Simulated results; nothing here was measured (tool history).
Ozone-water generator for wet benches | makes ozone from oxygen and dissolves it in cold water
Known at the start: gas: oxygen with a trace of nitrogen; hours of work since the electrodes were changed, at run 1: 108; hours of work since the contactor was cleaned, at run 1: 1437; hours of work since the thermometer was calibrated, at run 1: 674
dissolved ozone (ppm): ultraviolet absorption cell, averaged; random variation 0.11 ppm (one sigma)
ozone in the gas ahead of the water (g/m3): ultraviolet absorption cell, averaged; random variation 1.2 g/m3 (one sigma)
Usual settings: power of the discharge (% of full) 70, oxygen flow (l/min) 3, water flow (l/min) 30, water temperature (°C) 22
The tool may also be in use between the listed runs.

run,hour,power of the discharge (% of full),oxygen flow (l/min),water flow (l/min),water temperature (°C),hours of work since the electrodes were changed,hours of work since the contactor was cleaned,hours of work since the thermometer was calibrated,dissolved ozone (ppm),ozone in the gas ahead of the water (g/m3)
1,0,70,3,30,22,108,1437,674,9.5,220.2
2,22.2,70,3,30,22,129,1458,695,9.4,217.3
3,42.4,80,3,30,22,148,1477,714,10.1,235.6
4,79.2,70,3,19,22,183,1512,749,14.9,219.2
5,101.9,70,3,19,22,204,1534,771,14.8,218.2
6,122.1,70,3,30,27,223,1553,790,9,219.8
7,137.8,70,3,30,27,238,1568,805,9.1,220.3
8,162.4,70,3,30,27,262,1591,828,8.9,219.9
9,182.8,70,3,30,27,281,1610,847,9,218.8
10,213.2,70,3,30,27,310,1639,876,9.1,220
11,245.6,70,3,30,27,340,1669,906,8.9,220
12,266.8,70,2.23,31,16,360,1690,926,8.5,250.8
13,296.9,42,2.58,23,14,389,1718,955,9.5,175.6
14,319.5,70,1.87,21,22,410,1739,976,11.9,271.7
15,355.4,70,1.87,21,22,444,1773,1010,12.1,268.9
16,372.3,70,1.87,21,22,460,1789,1026,12,269
17,393.7,70,1.87,21,22,480,1809,1046,12,271.4
18,410.7,55,3.98,22,30,496,1825,1062,10.6,169.4
19,430.9,55,3.98,22,30,515,1845,1081,10.8,171.5
20,458.3,55,3.98,22,30,541,1870,1107,10.8,169.8
21,479.5,55,3.98,22,30,561,1890,1127,10.8,170.3

Forecast each of these 5 alternatives for the next run:
A,494.8,55,3.98,37,30,576,1905,1142,?,?
B,494.8,55,3.98,22,26,576,1905,1142,?,?
C,494.8,60,3.31,22,14,576,1905,1142,?,?
D,494.8,55,1.66,39,30,576,1905,1142,?,?
E,494.8,55,3.98,23,30,576,1905,1142,?,?

run,dissolved ozone (ppm),ozone in the gas ahead of the water (g/m3)
A,6.4,171.9
B,11.3,168.8
C,13.2,194.1
D,4.6,251.7
E,10.4,169.3
Without the tool's hidden state the same runs would have given:
run,dissolved ozone (ppm),ozone in the gas ahead of the water (g/m3)
A,6.4,169.1
B,11.3,166
C,13.2,191
D,4.6,247.6
E,10.4,166.5
